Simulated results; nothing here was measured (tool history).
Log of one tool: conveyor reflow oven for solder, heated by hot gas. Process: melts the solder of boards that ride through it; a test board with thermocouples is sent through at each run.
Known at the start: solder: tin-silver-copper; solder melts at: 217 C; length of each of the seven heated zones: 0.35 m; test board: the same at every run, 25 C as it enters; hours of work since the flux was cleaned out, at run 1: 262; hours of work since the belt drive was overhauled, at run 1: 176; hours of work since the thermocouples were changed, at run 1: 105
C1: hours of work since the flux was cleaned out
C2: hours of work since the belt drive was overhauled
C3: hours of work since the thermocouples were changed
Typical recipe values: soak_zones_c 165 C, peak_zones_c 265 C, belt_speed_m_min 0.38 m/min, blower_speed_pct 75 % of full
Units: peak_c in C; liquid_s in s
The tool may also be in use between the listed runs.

{"run": 1, "hour": 0.0, "soak_zones_c": 165, "peak_zones_c": 265, "belt_speed_m_min": 0.38, "blower_speed_pct": 75, "C1": 262, "C2": 176, "C3": 105, "peak_c": 252.97, "liquid_s": 81.8}
{"run": 2, "hour": 9.0, "soak_zones_c": 165, "peak_zones_c": 265, "belt_speed_m_min": 0.38, "blower_speed_pct": 75, "C1": 267, "C2": 181, "C3": 111, "peak_c": 252.96, "liquid_s": 81.8}
{"run": 3, "hour": 19.5, "soak_zones_c": 165, "peak_zones_c": 271, "belt_speed_m_min": 0.38, "blower_speed_pct": 75, "C1": 273, "C2": 188, "C3": 117, "peak_c": 258.42, "liquid_s": 86.6}
{"run": 4, "hour": 28.7, "soak_zones_c": 165, "peak_zones_c": 270, "belt_speed_m_min": 0.38, "blower_speed_pct": 75, "C1": 279, "C2": 193, "C3": 123, "peak_c": 257.51, "liquid_s": 86.1}
{"run": 5, "hour": 39.1, "soak_zones_c": 165, "peak_zones_c": 261, "belt_speed_m_min": 0.38, "blower_speed_pct": 75, "C1": 285, "C2": 200, "C3": 129, "peak_c": 249.24, "liquid_s": 78}
{"run": 6, "hour": 49.4, "soak_zones_c": 165, "peak_zones_c": 261, "belt_speed_m_min": 0.38, "blower_speed_pct": 75, "C1": 292, "C2": 206, "C3": 135, "peak_c": 249.08, "liquid_s": 77.9}
{"run": 7, "hour": 58.4, "soak_zones_c": 165, "peak_zones_c": 265, "belt_speed_m_min": 0.38, "blower_speed_pct": 75, "C1": 297, "C2": 211, "C3": 141, "peak_c": 252.84, "liquid_s": 81.3}
{"run": 8, "hour": 67.3, "soak_zones_c": 165, "peak_zones_c": 265, "belt_speed_m_min": 0.357, "blower_speed_pct": 75, "C1": 303, "C2": 217, "C3": 146, "peak_c": 254.51, "liquid_s": 89.6}
{"run": 9, "hour": 75.6, "soak_zones_c": 165, "peak_zones_c": 265, "belt_speed_m_min": 0.38, "blower_speed_pct": 85, "C1": 308, "C2": 222, "C3": 151, "peak_c": 254.5, "liquid_s": 83.5}
{"run": 10, "hour": 80.4, "soak_zones_c": 165, "peak_zones_c": 265, "belt_speed_m_min": 0.38, "blower_speed_pct": 75, "C1": 311, "C2": 225, "C3": 154, "peak_c": 252.88, "liquid_s": 81.7}
{"run": 11, "hour": 87.4, "soak_zones_c": 165, "peak_zones_c": 265, "belt_speed_m_min": 0.38, "blower_speed_pct": 75, "C1": 315, "C2": 229, "C3": 158, "peak_c": 252.77, "liquid_s": 81.7}
{"run": 12, "hour": 96.9, "soak_zones_c": 165, "peak_zones_c": 265, "belt_speed_m_min": 0.314, "blower_speed_pct": 75, "C1": 321, "C2": 235, "C3": 164, "peak_c": 257.37, "liquid_s": 107.2}
{"run": 13, "hour": 103.0, "soak_zones_c": 165, "peak_zones_c": 265, "belt_speed_m_min": 0.314, "blower_speed_pct": 75, "C1": 324, "C2": 239, "C3": 168, "peak_c": 257.47, "liquid_s": 106.7}
{"run": 14, "hour": 110.2, "soak_zones_c": 165, "peak_zones_c": 265, "belt_speed_m_min": 0.314, "blower_speed_pct": 75, "C1": 329, "C2": 243, "C3": 172, "peak_c": 257.41, "liquid_s": 107.4}
{"run": 15, "hour": 119.7, "soak_zones_c": 165, "peak_zones_c": 265, "belt_speed_m_min": 0.314, "blower_speed_pct": 75, "C1": 335, "C2": 249, "C3": 178, "peak_c": 257.71, "liquid_s": 106.8}
{"run": 16, "hour": 126.7, "soak_zones_c": 165, "peak_zones_c": 261, "belt_speed_m_min": 0.443, "blower_speed_pct": 90, "C1": 339, "C2": 253, "C3": 182, "peak_c": 247.09, "liquid_s": 63.6}
{"run": 17, "hour": 131.0, "soak_zones_c": 165, "peak_zones_c": 264, "belt_speed_m_min": 0.38, "blower_speed_pct": 75, "C1": 342, "C2": 256, "C3": 185, "peak_c": 251.86, "liquid_s": 80.8}
{"run": 18, "hour": 138.1, "soak_zones_c": 162, "peak_zones_c": 265, "belt_speed_m_min": 0.38, "blower_speed_pct": 78, "C1": 346, "C2": 260, "C3": 189, "peak_c": 252.79, "liquid_s": 80.6}
{"run": 19, "hour": 145.6, "soak_zones_c": 162, "peak_zones_c": 265, "belt_speed_m_min": 0.38, "blower_speed_pct": 78, "C1": 350, "C2": 265, "C3": 194, "peak_c": 252.88, "liquid_s": 80.4}
{"run": 20, "hour": 153.9, "soak_zones_c": 174, "peak_zones_c": 259, "belt_speed_m_min": 0.444, "blower_speed_pct": 52, "C1": 356, "C2": 270, "C3": 199, "peak_c": 238.97, "liquid_s": 54}
{"run": 21, "hour": 160.5, "soak_zones_c": 174, "peak_zones_c": 259, "belt_speed_m_min": 0.444, "blower_speed_pct": 52, "C1": 360, "C2": 274, "C3": 203, "peak_c": 239.05, "liquid_s": 54}
{"run": 22, "hour": 165.4, "soak_zones_c": 174, "peak_zones_c": 259, "belt_speed_m_min": 0.382, "blower_speed_pct": 81, "C1": 363, "C2": 277, "C3": 206, "peak_c": 249.15, "liquid_s": 82.3}
{"run": 23, "hour": 172.1, "soak_zones_c": 161, "peak_zones_c": 267, "belt_speed_m_min": 0.38, "blower_speed_pct": 58, "C1": 367, "C2": 281, "C3": 210, "peak_c": 250.5, "liquid_s": 75.8}
{"run": 24, "hour": 181.4, "soak_zones_c": 153, "peak_zones_c": 264, "belt_speed_m_min": 0.339, "blower_speed_pct": 75, "C1": 372, "C2": 286, "C3": 216, "peak_c": 253.59, "liquid_s": 88.5}
{"run": 25, "hour": 191.6, "soak_zones_c": 153, "peak_zones_c": 264, "belt_speed_m_min": 0.46, "blower_speed_pct": 75, "C1": 379, "C2": 293, "C3": 222, "peak_c": 243.34, "liquid_s": 51.3}
{"run": 26, "hour": 202.0, "soak_zones_c": 153, "peak_zones_c": 264, "belt_speed_m_min": 0.317, "blower_speed_pct": 52, "C1": 385, "C2": 299, "C3": 228, "peak_c": 251.11, "liquid_s": 90.2}
{"run": 27, "hour": 211.8, "soak_zones_c": 153, "peak_zones_c": 264, "belt_speed_m_min": 0.317, "blower_speed_pct": 52, "C1": 391, "C2": 305, "C3": 234, "peak_c": 251.1, "liquid_s": 90.1}
{"run": 28, "hour": 218.8, "soak_zones_c": 152, "peak_zones_c": 264, "belt_speed_m_min": 0.317, "blower_speed_pct": 52, "C1": 395, "C2": 309, "C3": 239, "peak_c": 250.98, "liquid_s": 89.5}
{"run": 29, "hour": 226.8, "soak_zones_c": 152, "peak_zones_c": 264, "belt_speed_m_min": 0.317, "blower_speed_pct": 52, "C1": 400, "C2": 314, "C3": 244, "peak_c": 251.04, "liquid_s": 89.7}

Each row is a separate what-if for the run after 29, all from the same tool condition, not one after another. Results?
{"run": "A", "hour": 232.1, "soak_zones_c": 152, "peak_zones_c": 278, "belt_speed_m_min": 0.401, "blower_speed_pct": 52, "C1": 403, "C2": 317, "C3": 247, "peak_c": "?", "liquid_s": "?"}
{"run": "B", "hour": 232.1, "soak_zones_c": 165, "peak_zones_c": 254, "belt_speed_m_min": 0.406, "blower_speed_pct": 75, "C1": 403, "C2": 317, "C3": 247, "peak_c": "?", "liquid_s": "?"}
{"run": "C", "hour": 232.1, "soak_zones_c": 152, "peak_zones_c": 268, "belt_speed_m_min": 0.317, "blower_speed_pct": 52, "C1": 403, "C2": 317, "C3": 247, "peak_c": "?", "liquid_s": "?"}

run=A peak_c=255.08 liquid_s=71.5
run=B peak_c=240.9 liquid_s=61.8
run=C peak_c=254.73 liquid_s=94
Had the tool no hidden state, the same runs would have come out as:
run=A peak_c=256.75 liquid_s=73.1
run=B peak_c=242.55 liquid_s=64.9
run=C peak_c=255.73 liquid_s=95.3

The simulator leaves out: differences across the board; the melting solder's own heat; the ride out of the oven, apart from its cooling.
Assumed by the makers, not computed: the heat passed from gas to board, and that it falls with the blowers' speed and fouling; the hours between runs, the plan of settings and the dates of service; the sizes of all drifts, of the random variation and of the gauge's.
